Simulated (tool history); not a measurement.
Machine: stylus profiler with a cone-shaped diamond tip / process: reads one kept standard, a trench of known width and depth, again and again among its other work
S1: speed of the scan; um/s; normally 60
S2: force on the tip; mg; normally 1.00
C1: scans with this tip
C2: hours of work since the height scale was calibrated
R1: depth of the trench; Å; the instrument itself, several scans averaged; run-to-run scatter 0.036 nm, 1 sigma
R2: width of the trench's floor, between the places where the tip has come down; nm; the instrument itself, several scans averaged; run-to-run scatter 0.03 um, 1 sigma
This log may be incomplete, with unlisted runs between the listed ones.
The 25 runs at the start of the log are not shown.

{"run": 26, "hour": 1414.6, "S1": 22, "S2": 3.0, "C1": 14703, "C2": 383, "R1": 1008.5, "R2": 28020}
{"run": 27, "hour": 1453.1, "S1": 22, "S2": 1.53, "C1": 14907, "C2": 408, "R1": 1006.1, "R2": 27950}
{"run": 28, "hour": 1530.2, "S1": 96, "S2": 1.0, "C1": 15315, "C2": 458, "R1": 1005.3, "R2": 27660}
{"run": 29, "hour": 1613.7, "S1": 18, "S2": 0.7, "C1": 15757, "C2": 513, "R1": 1004.8, "R2": 27860}
{"run": 30, "hour": 1702.2, "S1": 130, "S2": 1.83, "C1": 16225, "C2": 571, "R1": 1007.2, "R2": 27640}
{"run": 31, "hour": 1783.5, "S1": 130, "S2": 1.83, "C1": 16655, "C2": 624, "R1": 1007.6, "R2": 27590}
{"run": 32, "hour": 1840.8, "S1": 45, "S2": 0.51, "C1": 16958, "C2": 662, "R1": 1004.8, "R2": 27720}
{"run": 33, "hour": 1926.4, "S1": 62, "S2": 1.14, "C1": 17411, "C2": 718, "R1": 1006.4, "R2": 27690}
{"run": 34, "hour": 1979.8, "S1": 153, "S2": 0.34, "C1": 17693, "C2": 753, "R1": 1005.2, "R2": 27060}
{"run": 35, "hour": 2068.5, "S1": 18, "S2": 0.62, "C1": 18163, "C2": 811, "R1": 1005.6, "R2": 27780}
{"run": 36, "hour": 2133.2, "S1": 18, "S2": 0.43, "C1": 18505, "C2": 854, "R1": 1005.7, "R2": 27710}
{"run": 37, "hour": 2190.3, "S1": 18, "S2": 0.43, "C1": 18807, "C2": 891, "R1": 1005.3, "R2": 27750}
{"run": 38, "hour": 2263.0, "S1": 62, "S2": 0.45, "C1": 19192, "C2": 939, "R1": 1006.7, "R2": 27530}
{"run": 39, "hour": 2302.8, "S1": 62, "S2": 0.45, "C1": 19402, "C2": 965, "R1": 1006.0, "R2": 27490}
{"run": 40, "hour": 2384.6, "S1": 62, "S2": 0.45, "C1": 19835, "C2": 1018, "R1": 1006.5, "R2": 27570}
{"run": 41, "hour": 2441.1, "S1": 78, "S2": 0.62, "C1": 20134, "C2": 1055, "R1": 1007.1, "R2": 27480}
{"hour": 2450.2, "done": "new tip fitted, height scale calibrated"}
{"run": 42, "hour": 2487.3, "S1": 39, "S2": 1.1, "C1": 197, "C2": 24, "R1": 1003.4, "R2": 28600}
{"run": 43, "hour": 2573.1, "S1": 28, "S2": 1.0, "C1": 651, "C2": 81, "R1": 1002.6, "R2": 28650}
{"run": 44, "hour": 2631.0, "S1": 61, "S2": 2.99, "C1": 957, "C2": 119, "R1": 1006.8, "R2": 28570}
{"run": 45, "hour": 2676.7, "S1": 61, "S2": 2.99, "C1": 1199, "C2": 148, "R1": 1006.9, "R2": 28520}
{"run": 46, "hour": 2743.4, "S1": 61, "S2": 2.99, "C1": 1552, "C2": 192, "R1": 1007.1, "R2": 28550}

Predict each of these 4 candidate next runs independently; none follows another, all start after run 46:
{"run": "A", "hour": 2827.0, "S1": 166, "S2": 1.0, "C1": 1994, "C2": 247, "R1": "?", "R2": "?"}
{"run": "B", "hour": 2827.0, "S1": 54, "S2": 1.68, "C1": 1994, "C2": 247, "R1": "?", "R2": "?"}
{"run": "C", "hour": 2827.0, "S1": 16, "S2": 2.46, "C1": 1994, "C2": 247, "R1": "?", "R2": "?"}
{"run": "D", "hour": 2827.0, "S1": 61, "S2": 0.4, "C1": 1994, "C2": 247, "R1": "?", "R2": "?"}

run=A R1=1004.0 R2=28090
run=B R1=1005.8 R2=28490
run=C R1=1006.8 R2=28620
run=D R1=1002.5 R2=28320
With the hidden condition removed and each run's random variation left untouched, the same runs would have given:
run=A R1=1003.2 R2=28200
run=B R1=1005.0 R2=28600
run=C R1=1006.0 R2=28730
run=D R1=1001.7 R2=28430

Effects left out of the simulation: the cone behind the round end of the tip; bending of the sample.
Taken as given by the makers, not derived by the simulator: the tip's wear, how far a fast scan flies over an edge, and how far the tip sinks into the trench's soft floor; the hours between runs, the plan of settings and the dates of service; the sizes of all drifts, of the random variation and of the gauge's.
